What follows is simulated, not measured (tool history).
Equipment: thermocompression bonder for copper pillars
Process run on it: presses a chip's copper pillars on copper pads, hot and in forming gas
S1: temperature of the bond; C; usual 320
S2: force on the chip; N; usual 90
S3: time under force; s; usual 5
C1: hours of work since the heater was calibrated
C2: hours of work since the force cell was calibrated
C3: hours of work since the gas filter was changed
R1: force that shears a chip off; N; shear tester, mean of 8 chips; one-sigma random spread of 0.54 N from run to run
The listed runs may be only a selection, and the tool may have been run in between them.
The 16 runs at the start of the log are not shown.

run   hour   S1   S2  S3   C1   C2   C3     R1
 17  149.5  320   90   5  366  249  234  110.3
 18  163.5  320   90   5  373  257  241  110.3
 19  178.5  320   90   5  381  265  249  109.5
 20  189.6  320   90   5  387  270  255  110.4
 21  197.1  315   90   6  391  274  259  111.6
 22  207.5  315   90   6  396  280  265    112
     211.7  -- forming gas filter changed
 23  219.3  320  125  14  402  286    4  139.8
 24  232.7  320   58   5  409  293   11   95.8
 25  239.7  331  118   7  413  296   15  133.7
 26    247  298   73   7  417  300   19     98
 27  255.3  327   87  14  421  305   23  136.5
 28    265  330  109   3  426  310   28  110.5
 29  272.9  330  111   6  430  314   32  127.3
 30  285.2  320  102   7  437  320   39  123.1
 31  292.4  320  102   7  441  324   42  123.9
 32  303.9  312  102   7  447  330   49  120.3
 33  313.8  322  113   3  452  336   54  107.2
 34  321.9  322  104  14  456  340   58  138.1
 35  335.3  290   82   3  463  347   65   74.7
 36  348.4  320   58   3  470  354   72     83
 37  357.3  344   76   8  475  358   77  130.7
       358  -- gauge calibrated
 38  364.1  320  103   3  478  362   80  100.8
 39  375.4  298   64  11  484  368   86  103.7

4 options for the next run, each taken on its own from the tool as it stands now. Forecast them:
  A  385.8  320  90   3  490  373  92   ?
  B  385.8  314  64  11  490  373  92   ?
  C  385.8  340  79  12  490  373  92   ?
  D  385.8  298  64   6  490  373  92   ?

run     R1
  A   95.3
  B  114.7
  C  133.7
  D   88.5
Without the tool's hidden state the same runs would have given:
run     R1
  A   95.1
  B  114.4
  C  133.5
  D   88.2
